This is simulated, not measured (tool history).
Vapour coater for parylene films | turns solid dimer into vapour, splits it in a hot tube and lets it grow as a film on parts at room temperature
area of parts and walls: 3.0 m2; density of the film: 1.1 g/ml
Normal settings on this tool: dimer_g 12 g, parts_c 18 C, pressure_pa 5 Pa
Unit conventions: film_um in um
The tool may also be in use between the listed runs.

run	hour	dimer_g	parts_c	pressure_pa	film_um
1	0	12	18	5	1.9
2	24.1	12	21	5	1.75
3	40	12	21	5	1.76
4	65.3	12	21	5	1.77
5	91.4	12	21	5	1.77
6	115.5	12	21	5	1.77
7	128.7	16	18	5	2.5
8	148.8	16	18	5	2.48
9	164.9	9	18	5	1.4
10	192.2	9	18	5	1.39
11	208.4	9	18	5	1.41
12	225.9	9	18	5	1.41
13	247.5	9	18	5	1.39
14	269.3	9	18	5	1.38
15	292.5	12	18	9.67	1.6
16	308.2	12	18	9.67	1.62
17	324	12	18	9.67	1.63
18	353.8	12	18	9.67	1.7
19	382.6	12	18	5	1.95
20	401.3	12	18	5	1.98
21	422.7	12	18	5	1.96
22	442.3	12	18	5	1.94
23	457.6	12	18	5	1.96
24	480.2	12	18	5	1.94
25	494.7	12	18	5	1.92
26	524.1	12	17	8.39	1.8
27	551.8	6	14	5	1.07
28	580.6	10	13	5	1.8
29	605.4	12	18	4.7	1.94
30	634.8	12	15	2.02	2.45
31	654	10	24	5	1.4
32	683.9	10	24	5	1.43
33	714.2	10	12	5	1.84
34	735.5	18	15	8.98	2.73
35	749.3	18	15	8.98	2.75
36	767.1	6	14	4.39	1.07
37	788.8	6	21	11.94	0.76
38	817.2	12	18	2.13	2.29
39	839.1	12	18	2.13	2.28
40	853.7	12	18	2.13	2.28
41	874.7	12	18	2.13	2.27
42	888.9	5	26	2.13	0.8
43	904.8	12	19	9.19	1.64
44	924.9	17	18	4.12	2.8
45	937.2	17	18	4.12	2.82
46	950.5	7	18	8.2	1.03

Removed from this log: 3 entries logged between the listed runs. Between which two listed runs does each belong, and how does the tool's hidden state at the listed run before it compare with that at the listed run after it?
Logged between run 17 and run 18: trap's valve overhauled (hour 330.3)
  vapour lost through the trap's worn valve, %: 6 -> 0.5; true temperature of the parts over the reading, C: 0.24 -> 0.25
  measured minus no-state result, film_um: -0.11 -> -0.02 um
Logged between run 26 and run 27: table's thermometer calibrated (hour 527)
  vapour lost through the trap's worn valve, %: 1.5 -> 1.7; true temperature of the parts over the reading, C: 0.32 -> 0.49
  measured minus no-state result, film_um: -0.04 -> -0.03 um
Logged between run 31 and run 32: table's thermometer calibrated, once more (hour 676.9)
  vapour lost through the trap's worn valve, %: 2.3 -> 2.5; true temperature of the parts over the reading, C: 0.54 -> -0.09
  measured minus no-state result, film_um: -0.05 -> -0.03 um

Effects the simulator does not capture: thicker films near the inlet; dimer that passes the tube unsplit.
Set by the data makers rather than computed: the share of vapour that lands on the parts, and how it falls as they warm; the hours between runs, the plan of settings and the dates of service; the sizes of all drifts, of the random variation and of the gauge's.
